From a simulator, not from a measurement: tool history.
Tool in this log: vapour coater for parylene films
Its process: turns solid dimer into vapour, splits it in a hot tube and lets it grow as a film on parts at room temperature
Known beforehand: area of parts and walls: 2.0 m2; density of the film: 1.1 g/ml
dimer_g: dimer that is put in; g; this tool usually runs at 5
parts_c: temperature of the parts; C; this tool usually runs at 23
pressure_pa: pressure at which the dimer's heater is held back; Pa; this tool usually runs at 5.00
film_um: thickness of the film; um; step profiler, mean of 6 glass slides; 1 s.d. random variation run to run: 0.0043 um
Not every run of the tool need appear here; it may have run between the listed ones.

Run 1, hour 0.0: usual settings. Result: film_um 1.302 um.
Run 2, hour 47.0: usual settings but dimer_g 4 g. Result: film_um 1.043 um.
Run 3, hour 105.6: usual settings but dimer_g 4 g. Result: film_um 1.037 um.
Run 4, hour 131.4: usual settings but pressure_pa 11.10 Pa. Result: film_um 1.186 um.
Run 5, hour 158.2: usual settings but dimer_g 4 g. Result: film_um 1.042 um.
Run 6, hour 191.5: usual settings but dimer_g 4 g. Result: film_um 1.033 um.
Run 7, hour 245.3: usual settings but dimer_g 4 g. Result: film_um 1.049 um.
Run 8, hour 302.2: usual settings but dimer_g 4 g. Result: film_um 1.041 um.
Run 9, hour 349.8: usual settings. Result: film_um 1.304 um.
Run 10, hour 376.9: usual settings but pressure_pa 8.78 Pa. Result: film_um 1.223 um.
Run 11, hour 418.2: usual settings but pressure_pa 8.78 Pa. Result: film_um 1.218 um.
Run 12, hour 449.8: usual settings but dimer_g 2 g. Result: film_um 0.523 um.
Run 13, hour 494.7: usual settings but dimer_g 2 g, parts_c 16 C. Result: film_um 0.596 um.
Run 14, hour 547.4: usual settings but dimer_g 2 g, parts_c 16 C. Result: film_um 0.593 um.
Run 15, hour 586.3: usual settings but dimer_g 2 g, parts_c 16 C. Result: film_um 0.595 um.
Run 16, hour 625.6: usual settings but dimer_g 2 g, parts_c 16 C. Result: film_um 0.594 um.
Run 17, hour 655.3: usual settings but dimer_g 2 g, parts_c 16 C. Result: film_um 0.598 um.
Run 18, hour 707.7: usual settings but dimer_g 2 g, parts_c 16 C. Result: film_um 0.592 um.
At hour 757.2: gauge calibrated.
At hour 767.7: table's thermometer calibrated.
Run 19, hour 770.3: usual settings. Result: film_um 1.286 um.
Run 20, hour 816.5: usual settings but parts_c 34 C. Result: film_um 1.067 um.
Run 21, hour 857.2: usual settings but parts_c 34 C. Result: film_um 1.070 um.
At hour 887.7: trap's valve overhauled.
Run 22, hour 921.1: usual settings but parts_c 34 C. Result: film_um 1.071 um.
Run 23, hour 959.1: usual settings but parts_c 25 C. Result: film_um 1.258 um.
Run 24, hour 1021.0: usual settings but parts_c 25 C. Result: film_um 1.254 um.
Run 25, hour 1074.7: usual settings but dimer_g 8 g, pressure_pa 10.40 Pa. Result: film_um 1.917 um.
Run 26, hour 1123.1: usual settings but dimer_g 4 g, parts_c 20 C, pressure_pa 10.40 Pa. Result: film_um 1.013 um.
Run 27, hour 1159.7: usual settings but dimer_g 4 g, parts_c 20 C, pressure_pa 10.40 Pa. Result: film_um 1.010 um.
Run 28, hour 1202.5: usual settings but dimer_g 4 g, parts_c 17 C, pressure_pa 5.05 Pa. Result: film_um 1.171 um.
Run 29, hour 1243.4: usual settings but dimer_g 4 g, parts_c 18 C, pressure_pa 4.54 Pa. Result: film_um 1.152 um.
Run 30, hour 1273.9: usual settings but parts_c 28 C, pressure_pa 3.86 Pa. Result: film_um 1.228 um.
Run 31, hour 1304.6: usual settings but parts_c 28 C, pressure_pa 3.86 Pa. Result: film_um 1.234 um.
Run 32, hour 1360.2: usual settings but parts_c 27 C, pressure_pa 3.86 Pa. Result: film_um 1.257 um.
Run 33, hour 1395.7: usual settings but dimer_g 7 g, parts_c 17 C. Result: film_um 2.045 um.
Run 34, hour 1427.9: usual settings but dimer_g 7 g, parts_c 29 C. Result: film_um 1.658 um.
Run 35, hour 1491.9: usual settings but dimer_g 7 g, parts_c 29 C. Result: film_um 1.652 um.
At hour 1501.4: gauge calibrated.
Run 36, hour 1520.1: usual settings but dimer_g 6 g, parts_c 29 C, pressure_pa 2.32 Pa. Result: film_um 1.519 um.
Run 37, hour 1564.7: usual settings but dimer_g 6 g, parts_c 29 C, pressure_pa 2.32 Pa. Result: film_um 1.527 um.
Run 38, hour 1616.8: usual settings but dimer_g 3 g, parts_c 21 C, pressure_pa 4.33 Pa. Result: film_um 0.819 um.
Run 39, hour 1644.3: usual settings but parts_c 16 C, pressure_pa 11.02 Pa. Result: film_um 1.343 um.
Run 40, hour 1703.4: usual settings but dimer_g 2 g. Result: film_um 0.514 um.
Run 41, hour 1730.9: usual settings but dimer_g 3 g, parts_c 28 C, pressure_pa 7.06 Pa. Result: film_um 0.682 um.
Run 42, hour 1776.0: usual settings but parts_c 29 C, pressure_pa 3.13 Pa. Result: film_um 1.233 um.
Run 43, hour 1839.6: usual settings but parts_c 15 C, pressure_pa 4.53 Pa. Result: film_um 1.519 um.
Run 44, hour 1882.3: usual settings but parts_c 29 C. Result: film_um 1.175 um.
Run 45, hour 1935.7: usual settings but parts_c 24 C, pressure_pa 11.00 Pa. Result: film_um 1.166 um.
Run 46, hour 1969.4: usual settings but parts_c 21 C. Result: film_um 1.357 um.
Run 47, hour 2007.1: usual settings but dimer_g 4 g, parts_c 19 C, pressure_pa 10.58 Pa. Result: film_um 1.029 um.

Below are 4 alternative next runs, each starting from the tool's condition after run 47. Predict each:
Run A, hour 2036.8: usual settings but parts_c 25 C, pressure_pa 3.24 Pa. Result: film_um ?.
Run B, hour 2036.8: usual settings but parts_c 20 C, pressure_pa 11.98 Pa. Result: film_um ?.
Run C, hour 2036.8: usual settings but parts_c 21 C, pressure_pa 2.67 Pa. Result: film_um ?.
Run D, hour 2036.8: usual settings but dimer_g 4 g, parts_c 35 C, pressure_pa 8.43 Pa. Result: film_um ?.

run  film_um
  A    1.333
  B    1.251
  C    1.460
  D    0.789
With no hidden state in the tool, these same runs would have given:
run  film_um
  A    1.317
  B    1.236
  C    1.442
  D    0.780

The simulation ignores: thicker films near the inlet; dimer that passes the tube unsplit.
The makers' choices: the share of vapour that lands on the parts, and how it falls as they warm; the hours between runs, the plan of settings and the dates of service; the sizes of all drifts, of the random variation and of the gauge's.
